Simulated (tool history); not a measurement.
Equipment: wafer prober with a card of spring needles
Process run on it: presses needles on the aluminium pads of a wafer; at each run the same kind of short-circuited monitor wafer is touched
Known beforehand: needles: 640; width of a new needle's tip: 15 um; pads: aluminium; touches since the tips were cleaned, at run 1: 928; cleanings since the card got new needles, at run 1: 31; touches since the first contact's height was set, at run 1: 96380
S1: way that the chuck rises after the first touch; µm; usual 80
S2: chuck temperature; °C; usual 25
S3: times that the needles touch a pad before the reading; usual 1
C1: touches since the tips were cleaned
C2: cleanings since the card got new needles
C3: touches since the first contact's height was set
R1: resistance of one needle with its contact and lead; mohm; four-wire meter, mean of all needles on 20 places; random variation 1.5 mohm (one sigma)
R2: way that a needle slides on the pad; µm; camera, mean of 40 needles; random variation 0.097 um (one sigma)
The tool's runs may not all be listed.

run,hour,S1,S2,S3,C1,C2,C3,R1,R2
1,0.0,80,25,1,928,31,96380,182,17.46
# hour 5.7: tips cleaned on abrasive film
2,11.2,80,25,1,1779,32,99980,200,17.36
# hour 14.5: tips cleaned on abrasive film
3,19.9,74,25,1,1748,33,102799,214,15.97
# hour 23.0: tips cleaned on abrasive film
4,30.2,74,25,1,2368,34,106126,232,15.90
# hour 31.6: tips cleaned on abrasive film
# hour 40.3: tips cleaned on abrasive film
5,40.5,74,25,1,66,36,109412,151,15.79
# hour 48.9: tips cleaned on abrasive film
6,51.6,74,25,1,885,37,112997,188,15.83
# hour 58.1: tips cleaned on abrasive film
7,60.3,74,25,1,724,38,115778,177,15.71
# hour 66.6: tips cleaned on abrasive film
8,72.3,74,25,1,1871,39,119663,221,15.71
# hour 75.0: tips cleaned on abrasive film
9,82.3,74,25,1,2386,40,122881,235,15.70
# hour 83.7: tips cleaned on abrasive film
10,91.6,73,25,1,2558,41,125862,244,15.37
# hour 92.4: tips cleaned on abrasive film
# hour 100.8: tips cleaned on abrasive film
11,102.4,73,25,1,512,43,129315,172,15.38
# hour 110.2: tips cleaned on abrasive film
12,111.2,73,25,1,320,44,132154,168,15.35
# hour 118.8: tips cleaned on abrasive film
13,121.0,80,124,1,699,45,135305,193,16.87
# hour 127.4: tips cleaned on abrasive film
# hour 135.9: tips cleaned on abrasive film
14,136.5,80,25,1,192,47,140307,156,16.92
# hour 144.3: tips cleaned on abrasive film
15,150.8,80,25,1,2105,48,144911,218,16.89
# hour 152.8: tips cleaned on abrasive film
16,160.1,80,25,1,2376,49,147902,228,16.97
# hour 162.0: tips cleaned on abrasive film
# hour 170.9: tips cleaned on abrasive film
17,174.3,80,25,1,1121,51,152476,193,16.86
# hour 179.7: tips cleaned on abrasive film
18,186.5,80,47,1,2209,52,156404,230,16.79
# hour 188.5: tips cleaned on abrasive film
# hour 196.9: tips cleaned on abrasive film
19,202.0,80,52,1,1678,54,161404,207,16.73
# hour 205.2: tips cleaned on abrasive film
20,208.7,84,27,1,1139,55,163547,195,17.65
# hour 213.7: tips cleaned on abrasive film
# hour 222.7: tips cleaned on abrasive film
21,222.9,80,25,1,60,57,168100,148,16.69
# hour 231.2: tips cleaned on abrasive film
22,235.9,73,83,2,1536,58,172305,204,15.09
# hour 239.5: tips cleaned on abrasive film
23,244.4,73,83,2,1598,59,175044,207,14.97
# hour 248.6: tips cleaned on abrasive film
# hour 257.8: tips cleaned on abrasive film
24,257.9,80,33,3,48,61,179371,146,16.67
# hour 266.6: tips cleaned on abrasive film
25,269.1,91,56,1,823,62,182987,172,18.91
# hour 275.2: tips cleaned on abrasive film
26,281.3,67,85,1,2016,63,186927,277,13.63
# hour 283.8: tips cleaned on abrasive film
27,290.9,67,85,1,2306,64,190010,283,13.54
# hour 293.1: tips cleaned on abrasive film
# hour 302.4: tips cleaned on abrasive film
28,302.5,63,25,1,23,66,193714,161,12.45
# hour 311.5: tips cleaned on abrasive film
29,318.0,64,25,1,2100,67,198720,307,12.67
# hour 319.9: tips cleaned on abrasive film
# hour 328.4: tips cleaned on abrasive film
30,328.4,64,25,1,0,69,202035,159,12.60
# hour 337.1: tips cleaned on abrasive film
31,342.6,64,25,1,1777,70,206628,287,12.71
# hour 346.6: tips cleaned on abrasive film
# hour 355.0: tips cleaned on abrasive film
32,356.6,64,60,1,527,72,211128,215,12.77
# hour 360.6: height of the first contact set anew
# hour 363.7: tips cleaned on abrasive film
33,371.7,80,52,1,2612,73,3600,229,18.11

Here are 3 independent what-if runs from the current tool condition. What would each one return?
# hour 372.8: tips cleaned on abrasive film
# hour 381.8: tips cleaned on abrasive film
A,382.6,80,52,2,273,75,7082,?,?
# hour 372.8: tips cleaned on abrasive film
# hour 381.8: tips cleaned on abrasive film
B,382.6,95,87,1,273,75,7082,?,?
# hour 372.8: tips cleaned on abrasive film
# hour 381.8: tips cleaned on abrasive film
C,382.6,72,73,2,273,75,7082,?,?

run,R1,R2
A,155,18.28
B,159,21.39
C,168,16.21
Without the tool's unlogged condition, the same runs would have read:
run,R1,R2
A,138,18.35
B,140,21.45
C,147,16.28
